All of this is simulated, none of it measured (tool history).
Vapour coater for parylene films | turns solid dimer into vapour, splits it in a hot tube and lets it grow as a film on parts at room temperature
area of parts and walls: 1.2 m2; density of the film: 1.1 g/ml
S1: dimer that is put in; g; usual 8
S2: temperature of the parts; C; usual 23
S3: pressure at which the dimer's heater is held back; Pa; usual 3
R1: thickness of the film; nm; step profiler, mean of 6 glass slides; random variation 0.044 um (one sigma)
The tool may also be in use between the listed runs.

run	hour	S1	S2	S3	R1
1	0	8	23	3	4790
2	19.3	8	23	4.67	4410
3	43.5	8	23	10.69	3560
4	67.3	8	23	10.69	3600
5	85.7	8	23	10.69	3630
6	111	8	23	3	4770
7	124.8	8	23	10.42	3580
8	150.1	8	23	10.42	3620
9	167.5	8	23	10.42	3470
10	181	8	23	10.42	3540
11	199.4	8	23	10.42	3510
12	213.6	5	23	3	2930
13	228	5	23	3	2920
14	248.8	5	23	3	2880
15	266.5	8	25	3	4290
16	278.3	8	25	3	4240
17	297.4	8	25	3	4270
18	308.8	8	25	3.72	4060
19	323.1	8	23	3	4570
20	337.2	8	23	3	4620
21	351.8	8	23	3	4650
22	366.5	8	23	3	4610
23	391.9	6	23	3	3490
24	411.7	8	23	3.76	4360
25	429.6	8	21	3.76	4670
26	453.4	7	21	7.92	3380
27	465.5	4	19	7.92	2140
28	484.6	4	16	3	2800
29	504	5	23	3	2770
30	522.7	12	29	3	5330
31	543.1	12	29	3	5360
32	565.9	12	29	3	5350
33	576.2	3	29	3	1350
34	593.4	8	23	7.18	3610
35	611.5	8	23	7.18	3710
36	625	7	23	3	3960
37	644.4	5	23	3.68	2570
38	660.9	5	23	3.68	2600
39	677.3	5	19	5.81	2810
40	698	4	19	6.35	2210
41	722.2	10	21	4.11	5590
42	746.4	10	21	4.11	5520
43	763.8	10	21	4.11	5450

Run 44 comes next. What will it give?
44	789.1	8	23	2.78	?

{"run 44": {"R1": 4450}}
Without the tool's hidden state the same run would have given R1 4960 nm.
